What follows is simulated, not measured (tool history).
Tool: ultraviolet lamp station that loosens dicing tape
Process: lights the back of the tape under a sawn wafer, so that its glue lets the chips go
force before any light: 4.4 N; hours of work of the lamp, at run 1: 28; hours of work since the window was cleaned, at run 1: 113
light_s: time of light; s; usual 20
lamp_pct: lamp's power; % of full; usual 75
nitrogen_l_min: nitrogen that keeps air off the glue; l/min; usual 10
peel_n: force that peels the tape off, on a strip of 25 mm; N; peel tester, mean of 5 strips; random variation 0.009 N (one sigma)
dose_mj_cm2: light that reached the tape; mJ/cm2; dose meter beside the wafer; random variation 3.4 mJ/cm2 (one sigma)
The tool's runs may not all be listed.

run  hour  light_s  lamp_pct  nitrogen_l_min  hours of work of the lamp  hours of work since the window was cleaned  peel_n  dose_mj_cm2
  1     0       20        75              10                         28                                         113   0.372          555
  2    10       20        75              10                         32                                         117   0.356          556
  3  19.9       20        75               4                         36                                         122   0.501          553
  4  27.5       20        75               4                         40                                         125   0.492          550
  5  34.2       20        75               4                         43                                         128   0.484          553
  6  48.2       20        75               5                         49                                         134   0.438          555
  7  54.1       20        75               5                         51                                         137   0.466          549
  8  63.1       13        85               6                         55                                         140   0.692          403
  9  69.6       13        85               6                         58                                         143   0.661          405
 10  80.3       13        85              18                         63                                         148   0.499          411

Forecast each of these 5 alternatives for the next run:
  A  88.5       20        75              19                         66                                         151       ?            ?
  B  88.5       26        66              10                         66                                         151       ?            ?
  C  88.5       13        85               8                         66                                         151       ?            ?
  D  88.5       20        64              10                         66                                         151       ?            ?
  E  88.5       15        72              10                         66                                         151       ?            ?

run  peel_n  dose_mj_cm2
  A   0.333          549
  B   0.303          637
  C   0.621          408
  D   0.457          467
  E   0.575          398
Without the tool's hidden state the same runs would have given:
run  peel_n  dose_mj_cm2
  A   0.333          549
  B   0.303          638
  C    0.62          409
  D   0.456          467
  E   0.574          399
